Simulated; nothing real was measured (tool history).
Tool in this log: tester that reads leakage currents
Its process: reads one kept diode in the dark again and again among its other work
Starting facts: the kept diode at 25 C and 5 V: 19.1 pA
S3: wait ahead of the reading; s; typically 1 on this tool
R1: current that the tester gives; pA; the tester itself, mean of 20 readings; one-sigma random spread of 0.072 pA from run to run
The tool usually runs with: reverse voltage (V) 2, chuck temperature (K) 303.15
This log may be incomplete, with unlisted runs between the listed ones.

{"run": 1, "hour": 0.0, "reverse voltage (V)": 2, "chuck temperature (K)": 303.15, "S3": 1, "R1": 17.07}
{"run": 2, "hour": 187.2, "reverse voltage (V)": 14.27, "chuck temperature (K)": 303.15, "S3": 1, "R1": 48.95}
{"run": 3, "hour": 379.3, "reverse voltage (V)": 14.27, "chuck temperature (K)": 303.15, "S3": 1, "R1": 47.91}
{"run": 4, "hour": 504.0, "reverse voltage (V)": 14.27, "chuck temperature (K)": 303.15, "S3": 1, "R1": 47.53}
{"run": 5, "hour": 632.9, "reverse voltage (V)": 14.27, "chuck temperature (K)": 303.15, "S3": 1, "R1": 47.13}
{"run": 6, "hour": 854.7, "reverse voltage (V)": 14.27, "chuck temperature (K)": 303.15, "S3": 1, "R1": 50.12}
{"run": 7, "hour": 959.4, "reverse voltage (V)": 14.27, "chuck temperature (K)": 303.15, "S3": 1, "R1": 50.29}
{"run": 8, "hour": 1061.7, "reverse voltage (V)": 14.27, "chuck temperature (K)": 303.15, "S3": 1, "R1": 49.82}
{"run": 9, "hour": 1214.0, "reverse voltage (V)": 2, "chuck temperature (K)": 317.15, "S3": 1, "R1": 44.42}
{"run": 10, "hour": 1428.3, "reverse voltage (V)": 2.52, "chuck temperature (K)": 303.15, "S3": 1, "R1": 19.05}
{"run": 11, "hour": 1573.3, "reverse voltage (V)": 2, "chuck temperature (K)": 294.15, "S3": 1, "R1": 9.52}
{"run": 12, "hour": 1702.9, "reverse voltage (V)": 2, "chuck temperature (K)": 294.15, "S3": 1, "R1": 9.27}
{"run": 13, "hour": 1917.1, "reverse voltage (V)": 2, "chuck temperature (K)": 294.15, "S3": 1, "R1": 9.14}
{"run": 14, "hour": 2060.6, "reverse voltage (V)": 2, "chuck temperature (K)": 294.15, "S3": 1, "R1": 9.09}
{"run": 15, "hour": 2228.4, "reverse voltage (V)": 2, "chuck temperature (K)": 294.15, "S3": 1, "R1": 8.87}
{"run": 16, "hour": 2329.5, "reverse voltage (V)": 2.08, "chuck temperature (K)": 295.15, "S3": 1.03, "R1": 9.42}
{"run": 17, "hour": 2549.6, "reverse voltage (V)": 4.65, "chuck temperature (K)": 303.15, "S3": 1, "R1": 27.47}
{"run": 18, "hour": 2701.7, "reverse voltage (V)": 1.36, "chuck temperature (K)": 303.15, "S3": 4.12, "R1": 14.15}
{"run": 19, "hour": 2883.2, "reverse voltage (V)": 6.52, "chuck temperature (K)": 303.15, "S3": 8.76, "R1": 31.69}
{"run": 20, "hour": 3071.7, "reverse voltage (V)": 6.52, "chuck temperature (K)": 303.15, "S3": 8.76, "R1": 31.48}
{"run": 21, "hour": 3286.3, "reverse voltage (V)": 6.52, "chuck temperature (K)": 303.15, "S3": 8.76, "R1": 31.12}
{"run": 22, "hour": 3450.9, "reverse voltage (V)": 8.26, "chuck temperature (K)": 295.15, "S3": 8.01, "R1": 20.41}
{"run": 23, "hour": 3640.8, "reverse voltage (V)": 1.48, "chuck temperature (K)": 303.15, "S3": 1.1, "R1": 14.82}
{"run": 24, "hour": 3746.6, "reverse voltage (V)": 3.59, "chuck temperature (K)": 304.15, "S3": 5.25, "R1": 24.81}
{"run": 25, "hour": 3912.7, "reverse voltage (V)": 2.44, "chuck temperature (K)": 294.15, "S3": 1, "R1": 9.82}
{"run": 26, "hour": 4031.2, "reverse voltage (V)": 2.44, "chuck temperature (K)": 294.15, "S3": 1, "R1": 9.73}
{"run": 27, "hour": 4249.5, "reverse voltage (V)": 2.44, "chuck temperature (K)": 294.15, "S3": 1, "R1": 9.52}
{"run": 28, "hour": 4402.2, "reverse voltage (V)": 2.44, "chuck temperature (K)": 294.15, "S3": 1.65, "R1": 10.02}
{"run": 29, "hour": 4515.8, "reverse voltage (V)": 3.26, "chuck temperature (K)": 303.15, "S3": 1, "R1": 22.45}

Put back what was entered between runs (8 entries, withheld): which listed runs does each sit between, and how does the hidden state differ from the listed run before to the listed run after?
Logged between run 5 and run 6: chuck's temperature calibrated (hour 654.6)
  stray current of the dirty probe card, pA a volt: 0.125 -> 0.134; current scale over the true one, %: 1.2 -> 1.27; true chuck temperature over the reading, C: -1.18 -> -0.38
  measured result minus the result with no hidden state, R1: -1.89 -> +0.95 pA
Logged between run 10 and run 11: chuck's temperature calibrated (hour 1573.3)
  stray current of the dirty probe card, pA a volt: 0.162 -> 0.168; current scale over the true one, %: 1.45 -> 1.5; true chuck temperature over the reading, C: -0.95 -> 0.01
  measured result minus the result with no hidden state, R1: -0.67 -> +0.45 pA
Logged between run 11 and run 12: probe card cleaned and baked (hour 1590.4); tester calibrated (hour 1654.8)
  stray current of the dirty probe card, pA a volt: 0.168 -> 0.191; current scale over the true one, %: 1.5 -> 0.05; true chuck temperature over the reading, C: 0.01 -> -0.12
  measured result minus the result with no hidden state, R1: +0.45 -> +0.27 pA
Logged between run 15 and run 16: probe card cleaned and baked, once more (hour 2329.5)
  stray current of the dirty probe card, pA a volt: 0.216 -> 0.022; current scale over the true one, %: 0.22 -> 0.25; true chuck temperature over the reading, C: -0.66 -> -0.75
  measured result minus the result with no hidden state, R1: -0.03 -> -0.51 pA
Logged between run 16 and run 17: chuck's temperature calibrated (hour 2495.6)
  stray current of the dirty probe card, pA a volt: 0.022 -> 0.033; current scale over the true one, %: 0.25 -> 0.32; true chuck temperature over the reading, C: -0.75 -> 0.16
  measured result minus the result with no hidden state, R1: -0.51 -> +0.47 pA
Logged between run 21 and run 22: chuck's temperature calibrated (hour 3411.6)
  stray current of the dirty probe card, pA a volt: 0.07 -> 0.078; current scale over the true one, %: 0.55 -> 0.59; true chuck temperature over the reading, C: -0.61 -> -0.12
  measured result minus the result with no hidden state, R1: -0.9 -> +0.42 pA
Logged between run 27 and run 28: chuck's temperature calibrated (hour 4318.5)
  stray current of the dirty probe card, pA a volt: 0.116 -> 0.124; current scale over the true one, %: 0.85 -> 0.9; true chuck temperature over the reading, C: -0.95 -> -0.32
  measured result minus the result with no hidden state, R1: -0.38 -> +0.1 pA
